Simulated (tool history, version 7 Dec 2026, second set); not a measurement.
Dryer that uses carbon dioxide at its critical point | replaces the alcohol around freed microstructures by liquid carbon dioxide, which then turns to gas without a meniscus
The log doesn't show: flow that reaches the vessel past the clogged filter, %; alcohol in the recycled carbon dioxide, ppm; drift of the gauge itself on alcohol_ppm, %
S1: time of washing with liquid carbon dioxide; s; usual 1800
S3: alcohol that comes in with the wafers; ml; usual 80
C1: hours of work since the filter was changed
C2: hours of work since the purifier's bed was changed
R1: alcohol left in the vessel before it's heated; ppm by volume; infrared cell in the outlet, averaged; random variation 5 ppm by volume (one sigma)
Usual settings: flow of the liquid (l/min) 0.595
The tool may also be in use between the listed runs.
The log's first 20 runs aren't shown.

run 21 hour=264.9 | S1=1800 flow_of_the_liquid_(l/min)=0.926 S3=80 | C1=40 C2=701 | R1=143
run 22 hour=273.4 | S1=1800 flow_of_the_liquid_(l/min)=0.926 S3=80 | C1=46 C2=708 | R1=139
run 23 hour=283.5 | S1=2520 flow_of_the_liquid_(l/min)=0.595 S3=80 | C1=54 C2=716 | R1=149
run 24 hour=291.1 | S1=2640 flow_of_the_liquid_(l/min)=0.850 S3=80 | C1=60 C2=722 | R1=142
run 25 hour=307.7 | S1=1800 flow_of_the_liquid_(l/min)=0.717 S3=40 | C1=73 C2=735 | R1=145
run 26 hour=320.0 | S1=1800 flow_of_the_liquid_(l/min)=0.717 S3=40 | C1=83 C2=744 | R1=151
run 27 hour=330.2 | S1=1140 flow_of_the_liquid_(l/min)=0.717 S3=43 | C1=91 C2=752 | R1=187
run 28 hour=347.8 | S1=1320 flow_of_the_liquid_(l/min)=0.595 S3=80 | C1=104 C2=766 | R1=233
run 29 hour=355.6 | S1=1320 flow_of_the_liquid_(l/min)=0.595 S3=80 | C1=110 C2=772 | R1=261
run 30 hour=372.4 | S1=1320 flow_of_the_liquid_(l/min)=0.595 S3=80 | C1=123 C2=785 | R1=258
run 31 hour=383.8 | S1=1320 flow_of_the_liquid_(l/min)=0.595 S3=80 | C1=132 C2=794 | R1=251
run 32 hour=400.1 | S1=1260 flow_of_the_liquid_(l/min)=0.412 S3=73 | C1=145 C2=807 | R1=809
run 33 hour=414.2 | S1=1260 flow_of_the_liquid_(l/min)=0.775 S3=26 | C1=156 C2=818 | R1=161
run 34 hour=430.4 | S1=1560 flow_of_the_liquid_(l/min)=0.721 S3=26 | C1=169 C2=830 | R1=163
run 35 hour=441.9 | S1=1560 flow_of_the_liquid_(l/min)=0.721 S3=26 | C1=178 C2=839 | R1=164
-- hour=459.9 inlet filter changed
run 36 hour=459.9 | S1=1200 flow_of_the_liquid_(l/min)=0.595 S3=21 | C1=0 C2=852 | R1=206
run 37 hour=477.9 | S1=2760 flow_of_the_liquid_(l/min)=0.595 S3=79 | C1=14 C2=866 | R1=165
run 38 hour=493.6 | S1=2100 flow_of_the_liquid_(l/min)=0.751 S3=25 | C1=26 C2=879 | R1=168
run 39 hour=504.2 | S1=1800 flow_of_the_liquid_(l/min)=0.429 S3=36 | C1=34 C2=887 | R1=205
run 40 hour=515.8 | S1=1800 flow_of_the_liquid_(l/min)=0.429 S3=36 | C1=43 C2=896 | R1=214
run 41 hour=528.7 | S1=1380 flow_of_the_liquid_(l/min)=0.595 S3=80 | C1=53 C2=906 | R1=223
run 42 hour=539.0 | S1=1380 flow_of_the_liquid_(l/min)=0.860 S3=28 | C1=61 C2=914 | R1=170

Forecast each of these 3 alternatives for the next run:
-- hour=554.5 purifier's bed changed
run A hour=559.3 | S1=1740 flow_of_the_liquid_(l/min)=0.841 S3=107 | C1=75 C2=4 | R1=?
-- hour=554.5 purifier's bed changed
run B hour=559.3 | S1=1080 flow_of_the_liquid_(l/min)=0.575 S3=28 | C1=75 C2=4 | R1=?
-- hour=554.5 purifier's bed changed
run C hour=559.3 | S1=1800 flow_of_the_liquid_(l/min)=0.717 S3=21 | C1=75 C2=4 | R1=?

run=A R1=6
run=B R1=116
run=C R1=11
Without the tool's hidden state the same runs would have given:
run=A R1=5
run=B R1=95
run=C R1=10
